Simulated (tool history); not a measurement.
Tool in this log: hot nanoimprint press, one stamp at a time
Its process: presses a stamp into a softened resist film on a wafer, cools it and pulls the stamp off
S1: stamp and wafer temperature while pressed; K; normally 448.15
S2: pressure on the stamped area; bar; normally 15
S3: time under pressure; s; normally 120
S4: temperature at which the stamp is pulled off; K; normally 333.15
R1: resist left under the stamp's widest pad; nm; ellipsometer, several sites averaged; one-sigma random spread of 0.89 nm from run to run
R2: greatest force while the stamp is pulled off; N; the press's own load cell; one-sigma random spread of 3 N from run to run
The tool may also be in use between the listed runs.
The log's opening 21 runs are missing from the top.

{"run": 22, "hour": 387.1, "S1": 457.15, "S2": 10.8, "S3": 101, "S4": 321.15, "R1": 188.6, "R2": 163}
{"run": 23, "hour": 409.7, "S1": 453.15, "S2": 10.6, "S3": 191, "S4": 327.15, "R1": 166.9, "R2": 152}
{"run": 24, "hour": 426.9, "S1": 453.15, "S2": 10.6, "S3": 191, "S4": 327.15, "R1": 167.6, "R2": 160}
{"run": 25, "hour": 443.2, "S1": 453.15, "S2": 14.4, "S3": 62, "S4": 327.15, "R1": 214, "R2": 160}
{"run": 26, "hour": 461.8, "S1": 450.15, "S2": 23.2, "S3": 110, "S4": 339.15, "R1": 145.6, "R2": 145}
{"run": 27, "hour": 485.5, "S1": 459.15, "S2": 23.2, "S3": 126, "S4": 339.15, "R1": 106.7, "R2": 141}
{"run": 28, "hour": 508.3, "S1": 459.15, "S2": 23.2, "S3": 126, "S4": 339.15, "R1": 106.4, "R2": 137}
{"run": 29, "hour": 526.0, "S1": 448.15, "S2": 15, "S3": 120, "S4": 334.15, "R1": 191.6, "R2": 147}
{"run": 30, "hour": 538.6, "S1": 446.15, "S2": 18, "S3": 63, "S4": 323.15, "R1": 232.7, "R2": 164}

Branching from run 30: 3 alternative next runs. What would each branch give?
{"run": "A", "hour": 558.3, "S1": 448.15, "S2": 15, "S3": 120, "S4": 331.15, "R1": "?", "R2": "?"}
{"run": "B", "hour": 558.3, "S1": 448.15, "S2": 11.7, "S3": 120, "S4": 333.15, "R1": "?", "R2": "?"}
{"run": "C", "hour": 558.3, "S1": 449.15, "S2": 10.6, "S3": 120, "S4": 333.15, "R1": "?", "R2": "?"}

run=A R1=193.4 R2=159
run=B R1=219.5 R2=149
run=C R1=226.5 R2=152
With no hidden state in the tool, these same runs would have given:
run=A R1=184.3 R2=147
run=B R1=209.8 R2=138
run=C R1=216.7 R2=140
